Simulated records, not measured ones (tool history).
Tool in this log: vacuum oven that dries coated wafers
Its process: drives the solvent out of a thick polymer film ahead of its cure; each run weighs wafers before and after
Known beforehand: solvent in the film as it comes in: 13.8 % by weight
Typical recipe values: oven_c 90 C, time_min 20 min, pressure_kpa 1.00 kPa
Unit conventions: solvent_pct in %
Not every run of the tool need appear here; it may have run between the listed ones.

| run | hour | oven_c | time_min | pressure_kpa | solvent_pct |
|---|---|---|---|---|---|
| 1 | 0.0 | 90 | 20 | 1.00 | 2.68 |
| 2 | 84.2 | 90 | 20 | 1.00 | 2.68 |
| 3 | 171.2 | 90 | 20 | 1.00 | 2.73 |
| 4 | 275.3 | 90 | 20 | 1.86 | 3.47 |
| 5 | 325.0 | 77 | 20 | 1.00 | 5.72 |
| 6 | 383.7 | 77 | 20 | 1.00 | 5.58 |
| 7 | 476.2 | 90 | 20 | 1.00 | 2.70 |
| 8 | 533.8 | 90 | 20 | 1.00 | 2.67 |
| 9 | 629.8 | 90 | 20 | 1.00 | 2.65 |
| 10 | 718.6 | 90 | 20 | 1.00 | 2.70 |
| 11 | 798.1 | 90 | 20 | 1.00 | 2.69 |
| 12 | 907.1 | 81 | 20 | 1.00 | 4.74 |
| 13 | 983.7 | 81 | 20 | 1.00 | 4.65 |
| 14 | 1041.3 | 90 | 20 | 1.00 | 2.71 |
| 15 | 1144.6 | 90 | 20 | 1.00 | 2.73 |
| 16 | 1241.7 | 90 | 20 | 1.00 | 2.66 |
| 17 | 1330.9 | 90 | 20 | 1.00 | 2.62 |
| 18 | 1378.9 | 90 | 14 | 1.00 | 3.70 |
| 19 | 1463.8 | 90 | 12 | 1.00 | 4.40 |
| 20 | 1552.7 | 90 | 12 | 1.00 | 4.47 |
| 21 | 1609.7 | 90 | 12 | 1.00 | 4.36 |
| 22 | 1668.0 | 90 | 12 | 1.00 | 4.37 |
| 23 | 1733.7 | 90 | 12 | 1.00 | 4.41 |
| 24 | 1806.7 | 90 | 12 | 1.00 | 4.35 |
| 25 | 1869.3 | 90 | 20 | 0.57 | 2.21 |
| 26 | 1957.6 | 103 | 20 | 1.08 | 1.04 |
| 27 | 2027.5 | 102 | 13 | 1.08 | 1.90 |
| 28 | 2079.3 | 102 | 13 | 1.08 | 1.78 |
| 29 | 2142.9 | 96 | 15 | 0.51 | 1.97 |
| 30 | 2211.8 | 90 | 20 | 1.75 | 3.40 |
| 31 | 2291.2 | 87 | 17 | 2.11 | 4.94 |
| 32 | 2335.7 | 105 | 28 | 2.63 | 1.82 |
| 33 | 2405.2 | 88 | 20 | 0.65 | 2.66 |
| 34 | 2457.1 | 88 | 23 | 0.65 | 2.16 |
| 35 | 2509.3 | 92 | 23 | 1.14 | 2.19 |
| 36 | 2581.9 | 90 | 13 | 1.14 | 4.23 |
| 37 | 2629.9 | 104 | 11 | 3.50 | 3.47 |
| 38 | 2687.1 | 104 | 11 | 3.50 | 3.55 |
| 39 | 2735.1 | 104 | 11 | 3.50 | 3.51 |
| 40 | 2784.5 | 86 | 18 | 0.77 | 3.56 |
| 41 | 2830.5 | 92 | 20 | 0.51 | 1.81 |
| 42 | 2913.1 | 103 | 22 | 2.52 | 2.01 |
| 43 | 2978.5 | 103 | 28 | 0.51 | 0.41 |
| 44 | 3067.7 | 90 | 17 | 0.85 | 3.05 |
| 45 | 3142.3 | 90 | 17 | 0.85 | 2.94 |
| 46 | 3237.6 | 77 | 20 | 0.55 | 5.10 |
| 47 | 3307.0 | 87 | 20 | 1.00 | 3.22 |

Removed from this log: 6 entries logged between the listed runs. Between which two listed runs does each belong, and how does the tool's hidden state at the listed run before it compare with that at the listed run after it?
From run 1 to run 2: oven's thermocouples calibrated (hour 10.2)
  true wafer temperature over the reading, C: -0.04 -> -0.02; true pressure over the reading, kPa: 0.006 -> 0.007
From run 11 to run 12: oven's thermocouples calibrated (hour 907.1)
  true wafer temperature over the reading, C: -0.05 -> 0; true pressure over the reading, kPa: 0.011 -> 0.012
From run 14 to run 15: vacuum gauge cleaned of residue and calibrated (hour 1124.3)
  true pressure over the reading, kPa: 0.012 -> 0.001
From run 23 to run 24: oven's thermocouples calibrated (hour 1806.6)
  true wafer temperature over the reading, C: -0.04 -> 0; true pressure over the reading, kPa: 0.004 -> 0.005
From run 38 to run 39: oven's thermocouples calibrated (hour 2704.0)
  true wafer temperature over the reading, C: -0.04 -> 0.01
From run 44 to run 45: vacuum gauge cleaned of residue and calibrated (hour 3132.7)
  true pressure over the reading, kPa: 0.012 -> 0

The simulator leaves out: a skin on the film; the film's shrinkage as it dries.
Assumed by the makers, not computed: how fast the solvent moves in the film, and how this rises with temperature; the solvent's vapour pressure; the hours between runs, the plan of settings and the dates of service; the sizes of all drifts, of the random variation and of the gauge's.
